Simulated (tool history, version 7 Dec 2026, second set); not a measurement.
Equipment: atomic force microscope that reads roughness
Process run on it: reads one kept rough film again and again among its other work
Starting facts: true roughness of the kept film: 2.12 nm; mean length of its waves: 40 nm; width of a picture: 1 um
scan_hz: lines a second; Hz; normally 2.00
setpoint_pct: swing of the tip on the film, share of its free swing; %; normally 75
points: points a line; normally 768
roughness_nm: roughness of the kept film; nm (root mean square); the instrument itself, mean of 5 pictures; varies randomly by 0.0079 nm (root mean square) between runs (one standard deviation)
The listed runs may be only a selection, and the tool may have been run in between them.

run   hour  scan_hz  setpoint_pct  points  roughness_nm
  1    0.0     2.00            75     768         1.538
  2   19.7     2.00            75     768         1.529
  3   37.9     2.00            75     768         1.522
  4   49.6     2.00            75     465         1.505
  5   67.9     2.00            75     465         1.492
  6   78.7     3.55            63    1005         1.516
      87.2  -- new tip fitted
  7   90.0     3.55            63    1005         1.732
  8  103.1     2.29            71     833         1.714
  9  123.7     2.29            87     833         1.459
 10  143.8     2.08            75     768         1.664

Predict each of these 4 candidate next runs independently; none follows another, all start after run 10:
  A  160.0     1.69            86     613             ?
  B  160.0     2.00            88     768             ?
  C  160.0     1.11            69     530             ?
  D  160.0     2.00            61     768             ?

run  roughness_nm
  A         1.558
  B         1.461
  C         1.818
  D         1.812
Without the tool's hidden state the same runs would have given:
run  roughness_nm
  A         1.609
  B         1.509
  C         1.878
  D         1.871
